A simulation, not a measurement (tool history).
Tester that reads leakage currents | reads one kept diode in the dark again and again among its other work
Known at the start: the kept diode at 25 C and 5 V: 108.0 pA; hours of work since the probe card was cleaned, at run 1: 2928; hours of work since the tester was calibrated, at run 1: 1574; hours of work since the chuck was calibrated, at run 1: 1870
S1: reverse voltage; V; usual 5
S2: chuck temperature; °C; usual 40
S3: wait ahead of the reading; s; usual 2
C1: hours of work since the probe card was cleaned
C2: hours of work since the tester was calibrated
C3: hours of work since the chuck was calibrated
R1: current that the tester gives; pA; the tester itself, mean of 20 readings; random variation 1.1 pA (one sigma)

Run 1, hour 0: usual settings; C1 2928; C2 1574; C3 1870. Result: R1 347.41 pA.
Run 2, hour 198.4: usual settings; C1 3012; C2 1658; C3 1954. Result: R1 348.39 pA.
At hour 324.1: chuck's temperature calibrated.
Run 3, hour 382.1: usual settings but S3 1.92 s; C1 3090; C2 1735; C3 25. Result: R1 367.38 pA.
At hour 486.6: probe card cleaned and baked.
Run 4, hour 565.6: usual settings but S1 18.37 V, S3 1.92 s; C1 34; C2 1812; C3 101. Result: R1 747.79 pA.
Run 5, hour 695.8: usual settings but S3 1.13 s; C1 89; C2 1867; C3 157. Result: R1 353.76 pA.
Run 6, hour 929.2: usual settings but S3 1.13 s; C1 188; C2 1967; C3 256. Result: R1 352.22 pA.
Run 7, hour 1106.1: usual settings but S3 1.13 s; C1 263; C2 2042; C3 331. Result: R1 351.35 pA.
Run 8, hour 1338: usual settings but S3 1.13 s; C1 362; C2 2140; C3 429. Result: R1 353.19 pA.
At hour 1502.8: tester calibrated.
Run 9, hour 1553.8: usual settings but S3 1.13 s; C1 452; C2 22; C3 520. Result: R1 355.79 pA.
Run 10, hour 1663: usual settings; C1 499; C2 68; C3 567. Result: R1 355.87 pA.
Run 11, hour 1889.6: usual settings; C1 595; C2 164; C3 663. Result: R1 353.5 pA.
Run 12, hour 2028.5: usual settings but S3 6.95 s; C1 654; C2 223; C3 722. Result: R1 351.23 pA.
Run 13, hour 2249.4: usual settings but S3 6.95 s; C1 748; C2 317; C3 816. Result: R1 350.6 pA.
Run 14, hour 2355.5: usual settings but S3 6.95 s; C1 793; C2 362; C3 861. Result: R1 351.64 pA.
Run 15, hour 2545.8: usual settings but S3 6.95 s; C1 874; C2 443; C3 942. Result: R1 349.29 pA.
Run 16, hour 2693.3: usual settings but S3 6.95 s; C1 937; C2 506; C3 1004. Result: R1 349.59 pA.
Run 17, hour 2821.1: usual settings but S3 6.95 s; C1 991; C2 560; C3 1059. Result: R1 351.07 pA.
Run 18, hour 3024.1: usual settings but S3 2.37 s; C1 1077; C2 646; C3 1145. Result: R1 348.35 pA.
Run 19, hour 3203.2: usual settings but S3 2.37 s; C1 1153; C2 722; C3 1221. Result: R1 349.27 pA.
Run 20, hour 3326.2: usual settings but S3 2.37 s; C1 1205; C2 775; C3 1273. Result: R1 348.56 pA.
Run 21, hour 3430.9: usual settings but S3 2.37 s; C1 1250; C2 819; C3 1318. Result: R1 348.2 pA.
Run 22, hour 3546: usual settings but S1 3.93 V, S3 9.56 s; C1 1299; C2 868; C3 1367. Result: R1 302.52 pA.
Run 23, hour 3752.1: usual settings but S2 39 °C, S3 0.93 s; C1 1386; C2 956; C3 1454. Result: R1 322.58 pA.
Run 24, hour 3953.3: usual settings but S1 4.78 V, S2 41 °C; C1 1472; C2 1041; C3 1540. Result: R1 363.54 pA.
Run 25, hour 4138.1: usual settings but S2 26 °C; C1 1550; C2 1120; C3 1618. Result: R1 117.59 pA.
Run 26, hour 4341.2: usual settings but S1 14.39 V, S3 0.31 s; C1 1637; C2 1206; C3 1704. Result: R1 653.72 pA.
Run 27, hour 4452: usual settings but S1 14.39 V, S3 0.31 s; C1 1684; C2 1253; C3 1751. Result: R1 652.54 pA.
Run 28, hour 4619.2: usual settings but S2 29 °C, S3 8.07 s; C1 1755; C2 1324; C3 1823. Result: R1 148.15 pA.
Run 29, hour 4828.3: usual settings but S1 5.74 V, S2 42 °C, S3 0.82 s; C1 1844; C2 1413; C3 1911. Result: R1 433.74 pA.
Run 30, hour 5031.6: usual settings but S1 7.72 V, S2 42 °C, S3 0.82 s; C1 1930; C2 1499; C3 1998. Result: R1 515.81 pA.
At hour 5050.9: chuck's temperature calibrated.
Run 31, hour 5185.2: usual settings but S1 14.05 V, S2 35 °C, S3 3.04 s; C1 1994; C2 1563; C3 57. Result: R1 456.92 pA.
Run 32, hour 5368.4: usual settings but S1 14.05 V, S2 46 °C, S3 0.41 s; C1 2072; C2 1641; C3 135. Result: R1 1029.28 pA.
Run 33, hour 5573.5: usual settings but S1 14.05 V, S2 46 °C, S3 0.41 s; C1 2159; C2 1728; C3 222. Result: R1 1032.35 pA.
Run 34, hour 5715.6: usual settings but S1 14.05 V, S2 46 °C, S3 0.42 s; C1 2220; C2 1789; C3 282. Result: R1 1025.88 pA.
Run 35, hour 5882.5: usual settings but S1 9.64 V, S2 27 °C; C1 2291; C2 1860; C3 353. Result: R1 200.6 pA.
Run 36, hour 6008.4: usual settings but S1 10.04 V, S2 34 °C; C1 2344; C2 1913; C3 407. Result: R1 348.59 pA.
Run 37, hour 6120.7: usual settings but S1 10.04 V, S2 34 °C; C1 2392; C2 1961; C3 454. Result: R1 346.47 pA.
Run 38, hour 6268.8: usual settings but S1 1.43 V, S3 2.07 s; C1 2455; C2 2024; C3 517. Result: R1 173.01 pA.
Run 39, hour 6451.9: usual settings but S1 4.81 V, S2 27 °C; C1 2532; C2 2102; C3 595. Result: R1 131.55 pA.

3 ways to go on from here, each from the tool as it stands after run 39. What would each give?
Run A, hour 6639: usual settings but S2 53 °C; C1 2612; C2 2181; C3 675. Result: R1 ?.
Run B, hour 6639: usual settings but S1 13.81 V, S2 32 °C, S3 1.55 s; C1 2612; C2 2181; C3 675. Result: R1 ?.
Run C, hour 6639: usual settings but S1 4.71 V, S2 52 °C; C1 2612; C2 2181; C3 675. Result: R1 ?.

run      R1
  A  907.87
  B  365.23
  C  818.47
Without the tool's hidden state the same runs would have given:
run      R1
  A   927.4
  B  347.76
  C  835.71
